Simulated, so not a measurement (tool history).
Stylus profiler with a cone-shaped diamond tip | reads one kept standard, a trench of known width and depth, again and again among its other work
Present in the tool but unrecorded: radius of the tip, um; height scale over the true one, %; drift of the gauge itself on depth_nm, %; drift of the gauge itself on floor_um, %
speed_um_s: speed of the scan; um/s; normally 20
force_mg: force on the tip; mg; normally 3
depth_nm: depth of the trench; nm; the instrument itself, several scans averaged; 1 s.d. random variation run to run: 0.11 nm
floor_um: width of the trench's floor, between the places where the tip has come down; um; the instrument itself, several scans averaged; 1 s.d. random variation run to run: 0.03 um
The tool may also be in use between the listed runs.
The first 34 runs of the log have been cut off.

run,hour,speed_um_s,force_mg,scans with this tip,hours of work since the height scale was calibrated,depth_nm,floor_um
35,2324.4,14,2.76,13252,157,199.48,17.82
36,2420,14,2.76,13653,218,199.66,17.81
37,2479,35,1.3,13900,255,198.95,17.58
38,2535.5,35,1.3,14137,291,198.71,17.6
# hour 2622.8: height scale calibrated on a step standard, once more
39,2628.9,35,1.3,14527,4,201.03,17.63
40,2673.9,35,1.3,14715,32,201.03,17.6
41,2734.5,35,1.3,14970,71,200.72,17.59
42,2816.1,9,1.61,15312,123,200.91,17.71
43,2906.7,14,2.27,15692,180,201.08,17.77
44,3004.7,14,2.12,16102,242,200.85,17.68

Below are 3 alternative next runs, each starting from the tool's condition after run 44. Predict each:
A,3081.2,45,2.09,16423,291,?,?
B,3081.2,41,7.99,16423,291,?,?
C,3081.2,11,2.12,16423,291,?,?

run,depth_nm,floor_um
A,201.12,17.53
B,202.47,17.66
C,200.83,17.75
Had the tool no hidden state, the same runs would have come out as:
run,depth_nm,floor_um
A,201.33,18.02
B,202.68,18.15
C,201.04,18.23
